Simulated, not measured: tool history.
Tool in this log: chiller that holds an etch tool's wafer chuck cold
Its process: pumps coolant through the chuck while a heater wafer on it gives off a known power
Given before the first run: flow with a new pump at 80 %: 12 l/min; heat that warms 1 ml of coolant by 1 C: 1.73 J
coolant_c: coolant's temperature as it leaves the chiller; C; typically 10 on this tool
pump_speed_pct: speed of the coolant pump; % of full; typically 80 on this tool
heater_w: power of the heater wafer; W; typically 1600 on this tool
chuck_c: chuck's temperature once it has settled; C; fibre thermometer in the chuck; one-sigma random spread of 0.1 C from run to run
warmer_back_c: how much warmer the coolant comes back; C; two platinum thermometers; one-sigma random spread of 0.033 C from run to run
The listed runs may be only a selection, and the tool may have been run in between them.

| run | hour | coolant_c | pump_speed_pct | heater_w | chuck_c | warmer_back_c |
|---|---|---|---|---|---|---|
| 1 | 0 | 10 | 80 | 1600 | 21.8 | 4.73 |
|  | 29.2 | chiller's thermometer calibrated |
| 2 | 42.2 | 10 | 80 | 1600 | 23.1 | 4.75 |
| 3 | 90.6 | 10 | 80 | 1600 | 23.2 | 4.79 |
| 4 | 130.3 | 10 | 80 | 800 | 16.5 | 2.4 |
| 5 | 188.3 | 10 | 80 | 1600 | 23 | 4.73 |
| 6 | 243.8 | 10 | 80 | 1600 | 22.9 | 4.73 |
| 7 | 288.5 | 10 | 80 | 1600 | 23.2 | 4.77 |
| 8 | 336.6 | 10 | 80 | 1600 | 23.1 | 4.72 |
| 9 | 414.2 | 10 | 80 | 922 | 17.5 | 2.68 |
| 10 | 455.3 | 17 | 80 | 1600 | 30.1 | 4.74 |
| 11 | 535.3 | 10 | 80 | 1600 | 23.1 | 4.77 |
| 12 | 625.7 | 10 | 80 | 1775 | 24.8 | 5.27 |
| 13 | 674.4 | 10 | 80 | 1775 | 24.7 | 5.24 |
| 14 | 733.9 | 10 | 80 | 1775 | 24.7 | 5.24 |
| 15 | 776.2 | 10 | 80 | 1775 | 24.5 | 5.27 |
| 16 | 861.5 | 10 | 80 | 1775 | 24.5 | 5.26 |
|  | 919.9 | coolant changed, channels flushed |
| 17 | 939.3 | 10 | 73 | 916 | 17 | 2.99 |
| 18 | 1010.1 | 10 | 73 | 916 | 16.8 | 2.96 |
| 19 | 1079.9 | 10 | 65 | 1453 | 21.8 | 5.22 |
| 20 | 1158.1 | 10 | 89 | 1600 | 20.3 | 4.3 |
| 21 | 1255.5 | 10 | 89 | 1600 | 20.3 | 4.28 |
|  | 1265.1 | coolant pump overhauled |
| 22 | 1340.5 | 10 | 89 | 1600 | 20.4 | 4.33 |
| 23 | 1401 | 10 | 89 | 1600 | 20.3 | 4.39 |
| 24 | 1473.9 | 10 | 100 | 1299 | 17.7 | 3.14 |
|  | 1515.8 | coolant pump overhauled, once more |
| 25 | 1520 | 11 | 63 | 1299 | 21.5 | 4.71 |
| 26 | 1598.6 | 12 | 71 | 1531 | 23.5 | 4.91 |
| 27 | 1652 | 15 | 80 | 987 | 21.6 | 2.85 |
| 28 | 1694.9 | 15 | 80 | 987 | 21.6 | 2.85 |
| 29 | 1754.1 | 10 | 60 | 863 | 17.3 | 3.29 |
| 30 | 1816 | 10 | 66 | 848 | 16.5 | 2.96 |
| 31 | 1879.6 | 10 | 66 | 1680 | 23.5 | 5.81 |
| 32 | 1930.2 | 9 | 70 | 1401 | 19.7 | 4.57 |

For each run, the measured value with the value that run would have given without the tool's hidden condition subtracted. The run-to-run variation is shared by both, the gauge scatter possibly not:
Unlogged tool condition in this case: heat passed by the chuck's channels, % of clean ones'; flow at a given pump speed, % of a new pump's; coolant's true temperature over the reading, C; drift of the gauge itself on chuck_c, C; drift of the gauge itself on warmer_back_c, C.
| run | chuck_c | warmer_back_c |
|---|---|---|
| 1 | +1.1 | +0.08 |
| 2 | +2.2 | +0.08 |
| 3 | +2.2 | +0.09 |
| 4 | +1.1 | +0.04 |
| 5 | +2.2 | +0.09 |
| 6 | +2.2 | +0.09 |
| 7 | +2.2 | +0.1 |
| 8 | +2.2 | +0.09 |
| 9 | +1.3 | +0.05 |
| 10 | +2.3 | +0.1 |
| 11 | +2.3 | +0.1 |
| 12 | +2.6 | +0.12 |
| 13 | +2.6 | +0.12 |
| 14 | +2.7 | +0.13 |
| 15 | +2.6 | +0.13 |
| 16 | +2.7 | +0.13 |
| 17 | +0.2 | +0.08 |
| 18 | +0.1 | +0.08 |
| 19 | +0.3 | +0.14 |
| 20 | +0.3 | +0.12 |
| 21 | +0.3 | +0.12 |
| 22 | +0.3 | +0.15 |
| 23 | +0.4 | +0.15 |
| 24 | +0.2 | +0.11 |
| 25 | -0.1 | -0.05 |
| 26 | +0 | -0.05 |
| 27 | +0 | -0.02 |
| 28 | -0.1 | -0.02 |
| 29 | -0.1 | -0.03 |
| 30 | +0 | -0.02 |
| 31 | +0.2 | -0.04 |
| 32 | +0.1 | -0.03 |
